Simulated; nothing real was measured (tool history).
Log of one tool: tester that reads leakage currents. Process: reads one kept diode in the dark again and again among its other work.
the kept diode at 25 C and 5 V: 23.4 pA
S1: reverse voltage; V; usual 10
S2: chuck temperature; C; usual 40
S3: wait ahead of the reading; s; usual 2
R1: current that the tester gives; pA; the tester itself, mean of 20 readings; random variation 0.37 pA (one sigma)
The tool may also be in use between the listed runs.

| run | hour | S1 | S2 | S3 | R1 |
|---|---|---|---|---|---|
| 1 | 0 | 10 | 40 | 2 | 145.82 |
| 2 | 139.3 | 10 | 40 | 2 | 147.98 |
| 3 | 263.4 | 10 | 40 | 2 | 151.09 |
| 4 | 432.3 | 10 | 27 | 2 | 46.77 |
| 5 | 618.2 | 10 | 27 | 2 | 43.78 |
| 6 | 715.2 | 10 | 27 | 2 | 45.27 |
| 7 | 832.8 | 10 | 27 | 2 | 47.07 |
| 8 | 931.4 | 10 | 27 | 2 | 48.14 |
| 9 | 1063.5 | 10 | 27 | 2 | 49.77 |
| 10 | 1192.2 | 10 | 24 | 2 | 41.77 |
| 11 | 1325.5 | 10 | 40 | 9.25 | 136.18 |
| 12 | 1498.1 | 10 | 26 | 2 | 52.8 |
| 13 | 1679.9 | 10 | 40 | 0.73 | 135.28 |
| 14 | 1777.6 | 10 | 40 | 2 | 135.33 |
| 15 | 1917.2 | 10 | 40 | 2 | 138.18 |
| 16 | 2060.7 | 10 | 40 | 2 | 141.75 |
| 17 | 2253.2 | 10 | 40 | 2 | 145.43 |
| 18 | 2445.3 | 10 | 21 | 2 | 46.19 |
| 19 | 2593.6 | 10 | 21 | 2 | 47.79 |
| 20 | 2780.8 | 10 | 21 | 2 | 25.33 |
| 21 | 2903.5 | 10 | 21 | 2 | 26.97 |
| 22 | 3011.8 | 10 | 41 | 5.01 | 133.78 |
| 23 | 3211.6 | 3.8 | 40 | 4.96 | 76.75 |
| 24 | 3316.3 | 10 | 40 | 0.32 | 138.26 |
| 25 | 3475.8 | 10 | 40 | 0.32 | 142.61 |
| 26 | 3570.7 | 10 | 40 | 0.32 | 143.02 |
| 27 | 3691.1 | 10 | 40 | 0.32 | 147.31 |
| 28 | 3785.4 | 1.8 | 40 | 0.41 | 51.4 |
| 29 | 3979.5 | 1.4 | 28 | 2 | 17.74 |
| 30 | 4091.4 | 1.4 | 28 | 2 | 18.28 |
| 31 | 4255.9 | 10 | 42 | 0.57 | 165.75 |
| 32 | 4418.5 | 10 | 42 | 0.57 | 168.7 |
| 33 | 4523.8 | 10 | 42 | 0.57 | 172.16 |
| 34 | 4622.9 | 3.7 | 40 | 9.87 | 84.6 |
| 35 | 4747.9 | 10.2 | 24 | 2 | 54.98 |
| 36 | 4894.6 | 10 | 38 | 7.22 | 121.36 |
| 37 | 4989.5 | 3.2 | 43 | 9.04 | 90.39 |
| 38 | 5124.2 | 10 | 41 | 2 | 133.83 |

Taken out of this log: 9 entries between the listed runs. Where each belongs, and how the hidden state differs across it:
Between runs 3 and 4: probe card cleaned and baked (hour 310.1)
  stray current of the dirty probe card, pA a volt: 2.208 -> 0.128; current scale over the true one, %: -1.03 -> -1.09; true chuck temperature over the reading, C: 1.05 -> 1.3
  measured less the result without the state, R1: +30.67 -> +5.35 pA
Between runs 4 and 5: chuck's temperature calibrated (hour 603.4)
  stray current of the dirty probe card, pA a volt: 0.128 -> 0.307; current scale over the true one, %: -1.09 -> -1.17; true chuck temperature over the reading, C: 1.3 -> 0
  measured less the result without the state, R1: +5.35 -> +2.36 pA
Between runs 11 and 12: tester calibrated (hour 1423.9)
  stray current of the dirty probe card, pA a volt: 0.912 -> 1.054; current scale over the true one, %: -1.45 -> -0.03; true chuck temperature over the reading, C: 1.03 -> 1.27
  measured less the result without the state, R1: +17.02 -> +14.65 pA
Between runs 12 and 13: chuck's temperature calibrated (hour 1652.6)
  stray current of the dirty probe card, pA a volt: 1.054 -> 1.209; current scale over the true one, %: -0.03 -> -0.1; true chuck temperature over the reading, C: 1.27 -> 0.06
  measured less the result without the state, R1: +14.65 -> +12.33 pA
Between runs 19 and 20: chuck's temperature calibrated (hour 2687); probe card cleaned and baked (hour 2719.2)
  stray current of the dirty probe card, pA a volt: 2.031 -> 0.092; current scale over the true one, %: -0.46 -> -0.54; true chuck temperature over the reading, C: 1.4 -> -0.06
  measured less the result without the state, R1: +23.01 -> +0.45 pA
Between runs 27 and 28: chuck's temperature calibrated (hour 3732)
  stray current of the dirty probe card, pA a volt: 0.904 -> 1.001; current scale over the true one, %: -0.91 -> -0.94; true chuck temperature over the reading, C: 1.27 -> 0.09
  measured less the result without the state, R1: +20.29 -> +1.62 pA
Between runs 35 and 36: chuck's temperature calibrated (hour 4771.5)
  stray current of the dirty probe card, pA a volt: 1.849 -> 1.967; current scale over the true one, %: -1.32 -> -1.38; true chuck temperature over the reading, C: 1.55 -> 0.14
  measured less the result without the state, R1: +22.48 -> +19.03 pA
Between runs 37 and 38: probe card cleaned and baked (hour 5117.5)
  stray current of the dirty probe card, pA a volt: 2.049 -> 0.027; current scale over the true one, %: -1.41 -> -1.47; true chuck temperature over the reading, C: 0.28 -> 0.47
  measured less the result without the state, R1: +7.05 -> +3.01 pA
